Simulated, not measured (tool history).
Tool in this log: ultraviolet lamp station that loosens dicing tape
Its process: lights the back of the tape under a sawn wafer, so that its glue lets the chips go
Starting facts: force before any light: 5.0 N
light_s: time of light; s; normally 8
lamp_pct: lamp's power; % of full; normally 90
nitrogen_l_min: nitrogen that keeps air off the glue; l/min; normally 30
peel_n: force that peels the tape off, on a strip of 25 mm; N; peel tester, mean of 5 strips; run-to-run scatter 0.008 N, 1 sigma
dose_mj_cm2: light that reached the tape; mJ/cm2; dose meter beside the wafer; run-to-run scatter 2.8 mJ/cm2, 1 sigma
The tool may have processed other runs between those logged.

run 1 hour=0.0 | light_s=8 lamp_pct=90 nitrogen_l_min=30 | peel_n=0.717 dose_mj_cm2=254
run 2 hour=48.4 | light_s=8 lamp_pct=90 nitrogen_l_min=30 | peel_n=0.734 dose_mj_cm2=252
run 3 hour=148.9 | light_s=8 lamp_pct=90 nitrogen_l_min=30 | peel_n=0.775 dose_mj_cm2=241
run 4 hour=191.8 | light_s=8 lamp_pct=90 nitrogen_l_min=30 | peel_n=0.805 dose_mj_cm2=238
run 5 hour=286.3 | light_s=5 lamp_pct=90 nitrogen_l_min=30 | peel_n=1.607 dose_mj_cm2=143
run 6 hour=332.2 | light_s=5 lamp_pct=90 nitrogen_l_min=30 | peel_n=1.736 dose_mj_cm2=139
run 7 hour=410.9 | light_s=8 lamp_pct=90 nitrogen_l_min=21 | peel_n=0.450 dose_mj_cm2=386
run 8 hour=476.3 | light_s=8 lamp_pct=90 nitrogen_l_min=21 | peel_n=0.468 dose_mj_cm2=373
run 9 hour=556.0 | light_s=8 lamp_pct=73 nitrogen_l_min=30 | peel_n=0.549 dose_mj_cm2=294
run 10 hour=625.1 | light_s=8 lamp_pct=90 nitrogen_l_min=59 | peel_n=0.266 dose_mj_cm2=355
run 11 hour=666.9 | light_s=8 lamp_pct=62 nitrogen_l_min=30 | peel_n=0.822 dose_mj_cm2=242
run 12 hour=763.7 | light_s=9 lamp_pct=62 nitrogen_l_min=30 | peel_n=0.704 dose_mj_cm2=264
run 13 hour=843.3 | light_s=8 lamp_pct=90 nitrogen_l_min=19 | peel_n=0.532 dose_mj_cm2=367
run 14 hour=938.5 | light_s=8 lamp_pct=90 nitrogen_l_min=19 | peel_n=0.572 dose_mj_cm2=363
run 15 hour=1002.3 | light_s=8 lamp_pct=90 nitrogen_l_min=19 | peel_n=0.569 dose_mj_cm2=352
run 16 hour=1053.3 | light_s=7 lamp_pct=74 nitrogen_l_min=27 | peel_n=0.819 dose_mj_cm2=251
run 17 hour=1107.8 | light_s=7 lamp_pct=74 nitrogen_l_min=27 | peel_n=0.881 dose_mj_cm2=244
run 18 hour=1186.6 | light_s=7 lamp_pct=74 nitrogen_l_min=27 | peel_n=0.895 dose_mj_cm2=238
run 19 hour=1285.3 | light_s=7 lamp_pct=100 nitrogen_l_min=29 | peel_n=0.542 dose_mj_cm2=312
run 20 hour=1388.6 | light_s=13 lamp_pct=77 nitrogen_l_min=41 | peel_n=0.229 dose_mj_cm2=431
run 21 hour=1476.3 | light_s=13 lamp_pct=77 nitrogen_l_min=41 | peel_n=0.249 dose_mj_cm2=421
run 22 hour=1536.1 | light_s=13 lamp_pct=77 nitrogen_l_min=41 | peel_n=0.247 dose_mj_cm2=415
run 23 hour=1600.1 | light_s=4 lamp_pct=90 nitrogen_l_min=24 | peel_n=1.760 dose_mj_cm2=147
run 24 hour=1700.4 | light_s=8 lamp_pct=61 nitrogen_l_min=17 | peel_n=1.593 dose_mj_cm2=191
run 25 hour=1800.6 | light_s=9 lamp_pct=93 nitrogen_l_min=36 | peel_n=0.363 dose_mj_cm2=352
run 26 hour=1891.4 | light_s=8 lamp_pct=61 nitrogen_l_min=30 | peel_n=1.107 dose_mj_cm2=194
run 27 hour=1955.0 | light_s=8 lamp_pct=61 nitrogen_l_min=30 | peel_n=1.125 dose_mj_cm2=195
run 28 hour=2039.3 | light_s=10 lamp_pct=96 nitrogen_l_min=51 | peel_n=0.255 dose_mj_cm2=374
run 29 hour=2107.4 | light_s=5 lamp_pct=85 nitrogen_l_min=12 | peel_n=2.080 dose_mj_cm2=164
run 30 hour=2172.6 | light_s=5 lamp_pct=85 nitrogen_l_min=12 | peel_n=2.103 dose_mj_cm2=161

Withheld: 3 entries from between the runs. Position of each, and hidden state at the listed run before versus the listed run after:
After run 6, before run 7: lamp changed (hour 410.9)
  lamp's light, % of a new lamp's: 58.9 -> 99.5; light that the window lets through, % of a clean one's: 94.6 -> 93.7
  measured value less the no-hidden-state value, peel_n: +0.963 -> +0.058 N; dose_mj_cm2: -112 -> -28 mJ/cm2
After run 12, before run 13: window cleaned of glue's vapour (hour 794.0)
  lamp's light, % of a new lamp's: 93.6 -> 92.3; light that the window lets through, % of a clean one's: 89.8 -> 99
  measured value less the no-hidden-state value, peel_n: +0.193 -> +0.086 N; dose_mj_cm2: -50 -> -35 mJ/cm2
After run 24, before run 25: window cleaned of glue's vapour (hour 1756.2)
  lamp's light, % of a new lamp's: 77.5 -> 75.7; light that the window lets through, % of a clean one's: 89.2 -> 99.1
  measured value less the no-hidden-state value, peel_n: +0.623 -> +0.147 N; dose_mj_cm2: -85 -> -118 mJ/cm2

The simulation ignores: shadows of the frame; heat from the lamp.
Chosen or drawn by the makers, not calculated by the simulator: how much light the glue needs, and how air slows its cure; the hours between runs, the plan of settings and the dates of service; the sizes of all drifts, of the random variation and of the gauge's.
